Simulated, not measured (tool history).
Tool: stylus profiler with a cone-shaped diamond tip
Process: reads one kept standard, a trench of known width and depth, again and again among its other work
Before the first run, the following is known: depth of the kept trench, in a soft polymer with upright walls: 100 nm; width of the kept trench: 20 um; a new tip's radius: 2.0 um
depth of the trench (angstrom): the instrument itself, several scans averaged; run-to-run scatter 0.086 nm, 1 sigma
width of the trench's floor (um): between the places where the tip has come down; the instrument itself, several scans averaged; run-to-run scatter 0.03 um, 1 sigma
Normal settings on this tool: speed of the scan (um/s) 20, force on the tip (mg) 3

run,day,speed of the scan (um/s),force on the tip (mg),depth of the trench (angstrom),width of the trench's floor (um)
1,0,20,3,1007,18.61
2,0.358,20,3,1006.3,18.6
3,0.629,20,3,1005.8,18.59
4,1.142,20,3,1007.2,18.66
5,1.746,20,3,1005.8,18.62
6,2.183,20,3,1006,18.64
7,2.708,24,3,1005.2,18.56
8,2.992,20,1.36,1004.2,18.61
9,3.383,32,3,1007.3,18.52
10,3.658,20,3,1007.7,18.63
11,4.229,20,4.84,1011.6,18.58
12,4.692,20,4.84,1009.2,18.57
13,5.112,20,4.84,1009.2,18.55
14,5.417,20,4.84,1009.5,18.59
# day 5.492: height scale calibrated on a step standard
15,5.758,20,4.84,1008.9,18.53
16,6.079,13,1.37,1002.7,18.57
17,6.65,44,1.89,1004.3,18.48
18,7.229,12,2.15,1005,18.58
19,7.654,20,1.57,1003.1,18.57
20,8.062,36,1.75,1002.9,18.52
# day 8.538: height scale calibrated on a step standard, once more
21,8.683,8,2.27,1006.8,18.56
22,9.258,28,1.24,1004,18.47
23,9.792,17,1.73,1007.1,18.55
24,10.383,5,8.31,1015.4,18.6
25,10.7,25,2.52,1007.4,18.52
26,11.146,25,2.52,1007.2,18.53
27,11.433,33,7.31,1013.6,18.53
28,12.1,34,3.26,1008.4,18.48
29,12.671,34,3.26,1008.5,18.47
30,12.958,34,3.26,1009.1,18.48

Branching from run 30: 5 alternative next runs. What would each branch give?
A,13.342,20,2.76,?,?
B,13.342,17,3.11,?,?
C,13.342,33,3.26,?,?
D,13.342,20,3.26,?,?
E,13.342,22,3,?,?

run,depth of the trench (angstrom),width of the trench's floor (um)
A,1007.9,18.5
B,1007.2,18.59
C,1008.6,18.54
D,1008.2,18.47
E,1007.8,18.5
Had the tool no hidden state, the same runs would have come out as:
run,depth of the trench (angstrom),width of the trench's floor (um)
A,1008.1,18.68
B,1007.4,18.76
C,1008.7,18.71
D,1008.4,18.64
E,1008,18.67
